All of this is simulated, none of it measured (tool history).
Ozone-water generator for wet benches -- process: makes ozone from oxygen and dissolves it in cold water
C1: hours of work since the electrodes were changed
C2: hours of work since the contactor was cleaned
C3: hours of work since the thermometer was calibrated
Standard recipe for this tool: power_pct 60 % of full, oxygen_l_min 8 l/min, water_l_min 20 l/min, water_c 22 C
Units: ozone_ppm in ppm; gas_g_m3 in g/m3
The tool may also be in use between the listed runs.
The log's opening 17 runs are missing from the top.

{"run": 18, "hour": 611.0, "power_pct": 60, "oxygen_l_min": 8, "water_l_min": 20, "water_c": 22, "C1": 1488, "C2": 5568, "C3": 2914, "ozone_ppm": 22.1, "gas_g_m3": 190.8}
{"hour": 632.7, "done": "water thermometer calibrated"}
{"run": 19, "hour": 648.8, "power_pct": 91, "oxygen_l_min": 8, "water_l_min": 32, "water_c": 22, "C1": 1511, "C2": 5591, "C3": 10, "ozone_ppm": 20, "gas_g_m3": 247.1}
{"run": 20, "hour": 680.9, "power_pct": 50, "oxygen_l_min": 6.7, "water_l_min": 18, "water_c": 22, "C1": 1531, "C2": 5612, "C3": 30, "ozone_ppm": 21.3, "gas_g_m3": 183.9}
{"run": 21, "hour": 714.0, "power_pct": 50, "oxygen_l_min": 6.7, "water_l_min": 18, "water_c": 22, "C1": 1552, "C2": 5632, "C3": 51, "ozone_ppm": 21.3, "gas_g_m3": 184.9}
{"run": 22, "hour": 762.0, "power_pct": 49, "oxygen_l_min": 8, "water_l_min": 13, "water_c": 22, "C1": 1582, "C2": 5663, "C3": 81, "ozone_ppm": 25.1, "gas_g_m3": 167.7}
{"run": 23, "hour": 783.4, "power_pct": 50, "oxygen_l_min": 8, "water_l_min": 13, "water_c": 22, "C1": 1596, "C2": 5676, "C3": 95, "ozone_ppm": 25.7, "gas_g_m3": 170.1}
{"run": 24, "hour": 827.9, "power_pct": 58, "oxygen_l_min": 4.27, "water_l_min": 13, "water_c": 22, "C1": 1624, "C2": 5704, "C3": 123, "ozone_ppm": 29, "gas_g_m3": 246.4}
{"run": 25, "hour": 875.3, "power_pct": 84, "oxygen_l_min": 4.27, "water_l_min": 26, "water_c": 22, "C1": 1654, "C2": 5734, "C3": 153, "ozone_ppm": 21.1, "gas_g_m3": 312.1}
{"run": 26, "hour": 912.6, "power_pct": 84, "oxygen_l_min": 4.27, "water_l_min": 26, "water_c": 22, "C1": 1677, "C2": 5758, "C3": 176, "ozone_ppm": 20.9, "gas_g_m3": 310.8}
{"run": 27, "hour": 964.2, "power_pct": 52, "oxygen_l_min": 10.61, "water_l_min": 20, "water_c": 23, "C1": 1710, "C2": 5790, "C3": 209, "ozone_ppm": 19.2, "gas_g_m3": 152.7}
{"run": 28, "hour": 1013.3, "power_pct": 52, "oxygen_l_min": 5.55, "water_l_min": 20, "water_c": 20, "C1": 1741, "C2": 5821, "C3": 240, "ozone_ppm": 20.7, "gas_g_m3": 204.4}
{"run": 29, "hour": 1052.7, "power_pct": 60, "oxygen_l_min": 8, "water_l_min": 19, "water_c": 16, "C1": 1766, "C2": 5846, "C3": 265, "ozone_ppm": 25.3, "gas_g_m3": 190.1}
{"run": 30, "hour": 1077.8, "power_pct": 64, "oxygen_l_min": 8.3, "water_l_min": 19, "water_c": 16, "C1": 1782, "C2": 5862, "C3": 280, "ozone_ppm": 26.5, "gas_g_m3": 194.9}
{"run": 31, "hour": 1124.0, "power_pct": 62, "oxygen_l_min": 4.01, "water_l_min": 18, "water_c": 25, "C1": 1811, "C2": 5891, "C3": 310, "ozone_ppm": 22.9, "gas_g_m3": 264.7}
{"run": 32, "hour": 1152.8, "power_pct": 62, "oxygen_l_min": 4.01, "water_l_min": 18, "water_c": 22, "C1": 1829, "C2": 5909, "C3": 328, "ozone_ppm": 23.9, "gas_g_m3": 263.5}

Consider 5 possible next runs. They are alternatives, not a sequence: every one starts from the tool as it was left by run 32. What does each give?
{"run": "A", "hour": 1197.2, "power_pct": 62, "oxygen_l_min": 12.25, "water_l_min": 28, "water_c": 22, "C1": 1857, "C2": 5937, "C3": 356, "ozone_ppm": "?", "gas_g_m3": "?"}
{"run": "B", "hour": 1197.2, "power_pct": 62, "oxygen_l_min": 4.01, "water_l_min": 15, "water_c": 22, "C1": 1857, "C2": 5937, "C3": 356, "ozone_ppm": "?", "gas_g_m3": "?"}
{"run": "C", "hour": 1197.2, "power_pct": 60, "oxygen_l_min": 10.36, "water_l_min": 20, "water_c": 22, "C1": 1857, "C2": 5937, "C3": 356, "ozone_ppm": "?", "gas_g_m3": "?"}
{"run": "D", "hour": 1197.2, "power_pct": 60, "oxygen_l_min": 8, "water_l_min": 29, "water_c": 22, "C1": 1857, "C2": 5937, "C3": 356, "ozone_ppm": "?", "gas_g_m3": "?"}
{"run": "E", "hour": 1197.2, "power_pct": 63, "oxygen_l_min": 4.01, "water_l_min": 18, "water_c": 22, "C1": 1857, "C2": 5937, "C3": 356, "ozone_ppm": "?", "gas_g_m3": "?"}

run=A ozone_ppm=17.3 gas_g_m3=159.2
run=B ozone_ppm=27.1 gas_g_m3=263.9
run=C ozone_ppm=21.4 gas_g_m3=166.9
run=D ozone_ppm=16.5 gas_g_m3=188.2
run=E ozone_ppm=23.6 gas_g_m3=267.6
Stripped of hidden state, with their random variation kept, the same runs would have yielded:
run=A ozone_ppm=19.2 gas_g_m3=164.7
run=B ozone_ppm=29.6 gas_g_m3=273.1
run=C ozone_ppm=23.6 gas_g_m3=172.6
run=D ozone_ppm=18.3 gas_g_m3=194.6
run=E ozone_ppm=25.9 gas_g_m3=277.1
